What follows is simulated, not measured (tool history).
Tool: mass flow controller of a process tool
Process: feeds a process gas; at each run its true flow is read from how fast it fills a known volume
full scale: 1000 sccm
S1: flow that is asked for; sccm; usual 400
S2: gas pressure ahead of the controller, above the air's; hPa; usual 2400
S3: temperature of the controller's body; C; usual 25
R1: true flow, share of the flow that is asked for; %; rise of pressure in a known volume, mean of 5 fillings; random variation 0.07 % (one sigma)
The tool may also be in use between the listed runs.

Run 1, hour 0: usual settings. Result: R1 98.02 %.
Run 2, hour 74.7: usual settings. Result: R1 98.1 %.
Run 3, hour 149.4: usual settings. Result: R1 97.99 %.
Run 4, hour 240.2: usual settings. Result: R1 97.72 %.
Run 5, hour 333.3: usual settings but S2 1990 hPa. Result: R1 97.44 %.
Run 6, hour 401.8: usual settings but S2 1990 hPa. Result: R1 97.36 %.
Run 7, hour 473.6: usual settings but S2 1990 hPa. Result: R1 97.37 %.
Run 8, hour 532.7: usual settings but S3 37 C. Result: R1 96.63 %.
Run 9, hour 647.5: usual settings but S3 37 C. Result: R1 96.5 %.
Run 10, hour 729.2: usual settings but S3 37 C. Result: R1 96.42 %.
Run 11, hour 828.6: usual settings. Result: R1 96.99 %.
Run 12, hour 903.6: usual settings but S2 1720 hPa. Result: R1 96.46 %.
At hour 981.5: gauge calibrated.
Run 13, hour 991.1: usual settings but S1 414 sccm. Result: R1 98.14 %.
Run 14, hour 1079.5: usual settings. Result: R1 97.98 %.
Run 15, hour 1171.6: usual settings. Result: R1 97.7 %.
Run 16, hour 1262.4: usual settings. Result: R1 97.66 %.
Run 17, hour 1323.4: usual settings. Result: R1 97.62 %.
Run 18, hour 1419.1: usual settings. Result: R1 97.56 %.
Run 19, hour 1518.8: usual settings. Result: R1 97.35 %.
Run 20, hour 1574: usual settings. Result: R1 97.35 %.
Run 21, hour 1650.2: usual settings but S1 724 sccm. Result: R1 98.21 %.
Run 22, hour 1753.7: usual settings. Result: R1 97 %.
Run 23, hour 1818.5: usual settings. Result: R1 96.87 %.
Run 24, hour 1925.4: usual settings. Result: R1 96.83 %.
At hour 2027.8: gauge calibrated.
Run 25, hour 2039: usual settings but S1 825 sccm, S2 1650 hPa. Result: R1 99.23 %.
Run 26, hour 2149.6: usual settings but S1 646 sccm, S2 1590 hPa. Result: R1 98.4 %.
Run 27, hour 2227.3: usual settings but S1 646 sccm, S2 1590 hPa. Result: R1 98.35 %.
Run 28, hour 2334: usual settings but S1 449 sccm, S2 2750 hPa, S3 34 C. Result: R1 97.41 %.
Run 29, hour 2389.2: usual settings but S1 449 sccm, S2 2750 hPa, S3 34 C. Result: R1 97.4 %.
Run 30, hour 2502.3: usual settings but S1 222 sccm. Result: R1 96.9 %.
Run 31, hour 2588.6: usual settings but S1 222 sccm. Result: R1 96.65 %.
Run 32, hour 2640.7: usual settings but S1 243 sccm, S2 2590 hPa, S3 31 C. Result: R1 96.45 %.
Run 33, hour 2740.7: usual settings but S2 1740 hPa, S3 34 C. Result: R1 96.32 %.
Run 34, hour 2821.2: usual settings but S2 1900 hPa, S3 34 C. Result: R1 96.17 %.
Run 35, hour 2905.9: usual settings but S1 140 sccm, S2 1900 hPa, S3 27 C. Result: R1 95.64 %.
Run 36, hour 3016.6: usual settings but S1 164 sccm, S2 1790 hPa, S3 34 C. Result: R1 95.13 %.
Run 37, hour 3074: usual settings but S1 122 sccm, S2 2300 hPa, S3 24 C. Result: R1 95.83 %.
Run 38, hour 3194.2: usual settings but S1 122 sccm, S2 2300 hPa, S3 24 C. Result: R1 95.58 %.
Run 39, hour 3281.9: usual settings but S1 122 sccm, S2 2300 hPa, S3 24 C. Result: R1 95.45 %.
Run 40, hour 3362: usual settings but S1 127 sccm, S2 2300 hPa, S3 24 C. Result: R1 95.29 %.
Run 41, hour 3451.4: usual settings but S1 207 sccm, S2 2610 hPa, S3 30 C. Result: R1 95.27 %.
Run 42, hour 3504.5: usual settings but S1 207 sccm, S2 2610 hPa, S3 30 C. Result: R1 95.17 %.
Run 43, hour 3604.8: usual settings but S1 207 sccm, S2 2610 hPa, S3 30 C. Result: R1 95.05 %.
Run 44, hour 3698.9: usual settings but S1 116 sccm, S2 2660 hPa, S3 26 C. Result: R1 94.93 %.
Run 45, hour 3783.9: usual settings but S1 116 sccm, S2 2660 hPa, S3 26 C. Result: R1 94.75 %.
At hour 3833.7: gauge calibrated.
Run 46, hour 3904.6: usual settings but S1 116 sccm, S2 2660 hPa, S3 26 C. Result: R1 97.15 %.
Run 47, hour 3979: usual settings but S1 116 sccm, S2 2660 hPa, S3 26 C. Result: R1 96.94 %.

Forecast each of these 5 alternatives for the next run:
Run A, hour 4078.6: usual settings but S1 289 sccm, S2 1670 hPa, S3 38 C. Result: R1 ?.
Run B, hour 4078.6: usual settings but S2 1840 hPa, S3 20 C. Result: R1 ?.
Run C, hour 4078.6: usual settings but S1 759 sccm, S2 2660 hPa, S3 27 C. Result: R1 ?.
Run D, hour 4078.6: usual settings but S2 1650 hPa. Result: R1 ?.
Run E, hour 4078.6: usual settings but S1 116 sccm, S2 2600 hPa, S3 26 C. Result: R1 ?.

run     R1
  A  96.22
  B  97.86
  C  99.02
  D  97.49
  E  96.82
Without the tool's hidden state the same runs would have given:
run     R1
  A  96.55
  B  98.21
  C  99.37
  D  97.84
  E  97.13
